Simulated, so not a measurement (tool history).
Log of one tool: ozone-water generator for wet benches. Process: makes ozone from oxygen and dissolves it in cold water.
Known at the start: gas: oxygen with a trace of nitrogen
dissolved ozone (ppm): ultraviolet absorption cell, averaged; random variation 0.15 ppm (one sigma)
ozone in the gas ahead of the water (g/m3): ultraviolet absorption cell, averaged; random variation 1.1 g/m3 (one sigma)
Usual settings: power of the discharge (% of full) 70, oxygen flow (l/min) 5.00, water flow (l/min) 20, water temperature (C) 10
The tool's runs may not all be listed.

run   hour  power of the discharge (% of full)  oxygen flow (l/min)  water flow (l/min)  water temperature (C)  dissolved ozone (ppm)  ozone in the gas ahead of the water (g/m3)
  1    0.0                                  70                 5.00                  20                     10                   16.2                                       182.3
  2   87.8                                  70                 5.00                  20                     10                   16.5                                       183.5
  3  177.1                                  70                 5.00                  20                     10                   16.2                                       181.6
  4  252.6                                  70                 5.00                  20                     10                   16.1                                       181.2
  5  290.0                                  70                 5.00                  20                     10                   16.1                                       181.2
  6  355.1                                  70                 5.00                  20                     10                   16.1                                       180.8
  7  430.9                                  70                 5.00                  20                     10                   16.1                                       180.1
  8  488.7                                  70                 5.00                  20                     13                   15.5                                       180.1
  9  571.4                                  70                 5.00                  20                     13                   15.1                                       177.7
 10  616.0                                  70                 5.00                  22                     10                   14.5                                       179.0
     624.1  -- contactor cleaned
 11  662.5                                  58                 4.31                  17                      7                   17.1                                       174.5
 12  710.8                                  58                 4.31                  17                      7                   16.8                                       176.3
 13  781.7                                  58                 4.31                  17                      7                   16.8                                       172.6

The next listed run, before its measurement:
 14  851.9                                  58                 2.52                  14                      7                      ?                                           ?

{"run 14": {"dissolved ozone (ppm)": 18.0, "ozone in the gas ahead of the water (g/m3)": 223.5}}
Without the tool's hidden state the same run would have given dissolved ozone (ppm) 21.0, ozone in the gas ahead of the water (g/m3) 246.1.

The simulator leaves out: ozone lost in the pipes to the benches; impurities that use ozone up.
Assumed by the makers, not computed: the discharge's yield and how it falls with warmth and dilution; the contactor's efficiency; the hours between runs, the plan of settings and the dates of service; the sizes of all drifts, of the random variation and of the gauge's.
